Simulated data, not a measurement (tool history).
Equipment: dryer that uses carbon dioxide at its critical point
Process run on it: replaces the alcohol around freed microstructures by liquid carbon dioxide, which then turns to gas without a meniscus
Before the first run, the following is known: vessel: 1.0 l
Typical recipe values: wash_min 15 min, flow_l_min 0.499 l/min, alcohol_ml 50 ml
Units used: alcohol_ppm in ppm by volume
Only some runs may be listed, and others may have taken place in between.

run,hour,wash_min,flow_l_min,alcohol_ml,alcohol_ppm
1,0.0,15,0.499,50,239
2,9.8,15,0.499,50,238
3,32.3,15,0.378,50,799
4,54.8,15,0.499,50,251
5,71.8,15,0.499,50,257
6,88.3,15,0.499,50,254
7,107.4,17,0.499,50,162
8,120.9,15,0.499,50,252
9,134.0,15,0.499,50,260
10,150.3,15,0.499,32,196
11,169.6,15,0.499,32,196
12,185.9,15,0.499,32,195
13,197.5,20,0.499,50,120
14,216.8,23,0.499,50,102
15,233.4,17,0.499,50,184
16,252.1,17,0.499,50,180
17,269.8,17,0.499,50,178
18,288.1,15,0.499,99,501
19,310.2,15,0.499,99,495
20,330.8,15,0.499,99,492
21,353.9,15,0.499,99,510
22,377.1,15,0.499,99,520
23,392.7,17,0.499,50,199
24,408.5,17,0.499,50,210
25,429.5,20,0.499,50,142
26,444.4,20,0.499,50,145
27,466.9,20,0.499,50,149
28,479.2,20,0.499,50,159
29,495.1,15,0.645,64,159
30,504.9,15,0.645,27,133
31,525.5,12,0.499,24,438
32,542.1,19,0.499,50,179
33,565.0,10,0.807,73,312
34,580.9,10,0.807,73,317
35,591.2,21,0.655,28,124
36,614.5,21,0.655,28,126
37,637.6,21,0.655,28,129
38,659.1,22,0.573,68,138
39,675.0,10,0.308,68,8343
40,694.9,10,0.308,68,8241
41,715.1,9,0.486,28,1403
42,729.8,21,0.662,79,148
43,741.0,21,0.453,50,207
44,761.0,21,0.453,30,166
45,783.0,21,0.453,30,160
46,795.0,21,0.453,30,164
47,813.6,14,0.662,50,184
48,826.1,14,0.352,45,1222

Taken out of this log: 1 entry between the listed runs. Where each belongs, and how the hidden state differs across it:
After run 43, before run 44: inlet filter changed (hour 754.0)
  flow that reaches the vessel past the clogged filter, %: 89.4 -> 99.7; alcohol in the recycled carbon dioxide, ppm: 142.6 -> 144.6
  difference, measured minus the result without the unlogged condition, alcohol_ppm: +172 -> +139 ppm by volume
